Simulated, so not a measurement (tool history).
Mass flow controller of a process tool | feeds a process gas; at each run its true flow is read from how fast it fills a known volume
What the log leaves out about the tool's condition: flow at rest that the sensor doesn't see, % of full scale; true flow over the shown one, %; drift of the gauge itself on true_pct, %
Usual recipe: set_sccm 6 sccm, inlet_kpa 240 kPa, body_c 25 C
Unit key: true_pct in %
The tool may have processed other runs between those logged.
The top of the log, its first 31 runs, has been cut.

| run | hour | set_sccm | inlet_kpa | body_c | hours of work since the controller was set to zero | hours of work since the controller was changed | true_pct |
|---|---|---|---|---|---|---|---|
| 32 | 1920.5 | 7 | 240 | 31 | 2656 | 2656 | 97.01 |
| 33 | 1996.2 | 4 | 176 | 34 | 2709 | 2709 | 96.61 |
| 34 | 2065.0 | 5 | 240 | 25 | 2757 | 2757 | 97.46 |
| 35 | 2101.9 | 4 | 240 | 32 | 2783 | 2783 | 97.10 |
| 36 | 2178.4 | 9 | 141 | 20 | 2836 | 2836 | 97.97 |
| 37 | 2232.9 | 4 | 217 | 29 | 2874 | 2874 | 97.24 |
| 38 | 2279.0 | 4 | 146 | 23 | 2907 | 2907 | 97.54 |
| 39 | 2341.7 | 10 | 146 | 37 | 2950 | 2950 | 96.20 |
| 40 | 2390.9 | 14 | 247 | 24 | 2985 | 2985 | 98.33 |
| 41 | 2450.6 | 14 | 189 | 26 | 3026 | 3026 | 97.91 |
| 42 | 2533.2 | 14 | 189 | 26 | 3084 | 3084 | 97.92 |
| 43 | 2567.3 | 7 | 240 | 34 | 3108 | 3108 | 96.76 |
| 44 | 2646.0 | 8 | 271 | 34 | 3163 | 3163 | 96.82 |
| 45 | 2680.9 | 8 | 271 | 34 | 3187 | 3187 | 96.79 |
| 46 | 2717.3 | 8 | 271 | 34 | 3212 | 3212 | 96.81 |
| 47 | 2789.5 | 8 | 271 | 34 | 3263 | 3263 | 96.76 |
| 48 | 2869.1 | 3 | 189 | 22 | 3318 | 3318 | 98.19 |

4 options for the next run, each taken on its own from the tool as it stands now. Forecast them:
| A | 2936.5 | 3 | 218 | 22 | 3365 | 3365 | ? |
| B | 2936.5 | 7 | 214 | 22 | 3365 | 3365 | ? |
| C | 2936.5 | 8 | 212 | 22 | 3365 | 3365 | ? |
| D | 2936.5 | 11 | 169 | 25 | 3365 | 3365 | ? |

| run | true_pct |
|---|---|
| A | 98.43 |
| B | 97.61 |
| C | 97.71 |
| D | 97.55 |
The same runs, with their run-to-run variation unchanged, on a tool lacking any hidden condition would have given:
| run | true_pct |
|---|---|
| A | 97.54 |
| B | 98.07 |
| C | 98.29 |
| D | 98.37 |
